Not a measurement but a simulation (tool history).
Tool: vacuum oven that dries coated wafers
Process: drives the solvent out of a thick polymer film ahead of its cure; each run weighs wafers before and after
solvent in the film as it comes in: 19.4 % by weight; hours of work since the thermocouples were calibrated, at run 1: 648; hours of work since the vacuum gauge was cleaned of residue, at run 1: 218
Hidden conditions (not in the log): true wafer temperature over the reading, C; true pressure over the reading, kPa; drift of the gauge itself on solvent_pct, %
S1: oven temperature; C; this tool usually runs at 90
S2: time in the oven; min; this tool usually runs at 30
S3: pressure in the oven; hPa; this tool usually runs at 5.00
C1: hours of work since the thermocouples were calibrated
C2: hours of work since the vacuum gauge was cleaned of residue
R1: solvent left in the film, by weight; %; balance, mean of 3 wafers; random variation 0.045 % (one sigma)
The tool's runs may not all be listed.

Run 1, day 0.000: usual settings; C1 648; C2 218. Result: R1 1.60 %.
Run 2, day 0.708: usual settings; C1 654; C2 225. Result: R1 1.51 %.
Run 3, day 1.279: usual settings; C1 660; C2 230. Result: R1 1.56 %.
Run 4, day 1.692: usual settings but S2 54 min; C1 664; C2 234. Result: R1 0.51 %.
Run 5, day 2.179: usual settings but S1 86 C; C1 669; C2 239. Result: R1 2.78 %.
Run 6, day 2.988: usual settings but S1 89 C; C1 677; C2 247. Result: R1 1.87 %.
Run 7, day 3.746: usual settings but S1 89 C; C1 684; C2 254. Result: R1 1.81 %.
Run 8, day 4.450: usual settings but S2 50 min; C1 691; C2 261. Result: R1 0.63 %.
Run 9, day 5.033: usual settings but S2 50 min; C1 696; C2 267. Result: R1 0.60 %.
Run 10, day 5.604: usual settings but S2 50 min; C1 702; C2 272. Result: R1 0.62 %.
Run 11, day 6.012: usual settings but S2 50 min; C1 706; C2 276. Result: R1 0.56 %.
Run 12, day 6.796: usual settings but S2 52 min; C1 713; C2 284. Result: R1 0.65 %.
Run 13, day 7.579: usual settings but S2 52 min; C1 721; C2 291. Result: R1 0.48 %.
Run 14, day 7.950: usual settings but S2 52 min; C1 724; C2 295. Result: R1 0.61 %.
Run 15, day 8.571: usual settings but S2 52 min; C1 730; C2 301. Result: R1 0.56 %.
Run 16, day 9.000: usual settings but S1 93 C, S2 17 min, S3 13.33 hPa; C1 735; C2 305. Result: R1 3.34 %.
Run 17, day 9.625: usual settings but S1 81 C, S2 36 min; C1 741; C2 311. Result: R1 3.93 %.
At day 9.754: vacuum gauge cleaned of residue and calibrated.
Run 18, day 10.346: usual settings but S1 82 C, S2 18 min; C1 747; C2 6. Result: R1 7.29 %.
Run 19, day 10.746: usual settings but S1 79 C, S2 28 min, S3 2.54 hPa; C1 751; C2 10. Result: R1 6.23 %.
Run 20, day 11.304: usual settings but S1 94 C, S2 36 min, S3 5.52 hPa; C1 756; C2 15. Result: R1 0.67 %.
Run 21, day 11.712: usual settings but S1 84 C, S2 27 min, S3 10.19 hPa; C1 760; C2 19. Result: R1 4.54 %.
Run 22, day 12.442: usual settings but S1 103 C, S3 8.85 hPa; C1 767; C2 26. Result: R1 0.43 %.
Run 23, day 12.983: usual settings but S2 50 min, S3 3.80 hPa; C1 772; C2 31. Result: R1 0.60 %.
At day 13.250: vacuum gauge cleaned of residue and calibrated, once more.
Run 24, day 13.754: usual settings but S2 50 min, S3 3.80 hPa; C1 779; C2 5. Result: R1 0.54 %.
Run 25, day 14.162: usual settings but S2 50 min, S3 3.80 hPa; C1 783; C2 9. Result: R1 0.47 %.
Run 26, day 14.838: usual settings but S1 85 C, S2 40 min, S3 9.71 hPa; C1 790; C2 15. Result: R1 2.30 %.
Run 27, day 15.229: usual settings but S1 77 C, S2 22 min, S3 18.29 hPa; C1 793; C2 19. Result: R1 9.07 %.
Run 28, day 15.583: usual settings but S1 77 C, S2 22 min, S3 18.29 hPa; C1 797; C2 23. Result: R1 9.25 %.
Run 29, day 16.312: usual settings but S1 79 C, S2 32 min, S3 2.92 hPa; C1 804; C2 30. Result: R1 5.23 %.
Run 30, day 16.721: usual settings but S3 4.39 hPa; C1 808; C2 34. Result: R1 1.58 %.

Forecast each of these 5 alternatives for the next run:
Run A, day 17.246: usual settings but S1 79 C, S3 2.64 hPa; C1 813; C2 39. Result: R1 ?.
Run B, day 17.246: usual settings but S3 18.51 hPa; C1 813; C2 39. Result: R1 ?.
Run C, day 17.246: usual settings but S2 54 min, S3 2.78 hPa; C1 813; C2 39. Result: R1 ?.
Run D, day 17.246: usual settings but S3 4.66 hPa; C1 813; C2 39. Result: R1 ?.
Run E, day 17.246: usual settings but S1 93 C, S2 45 min, S3 4.39 hPa; C1 813; C2 39. Result: R1 ?.

run    R1
  A  5.53
  B  2.42
  C  0.37
  D  1.56
  E  0.44
The same runs, with their run-to-run variation unchanged, on a tool lacking any hidden condition would have given:
run    R1
  A  4.86
  B  2.05
  C  0.28
  D  1.21
  E  0.35
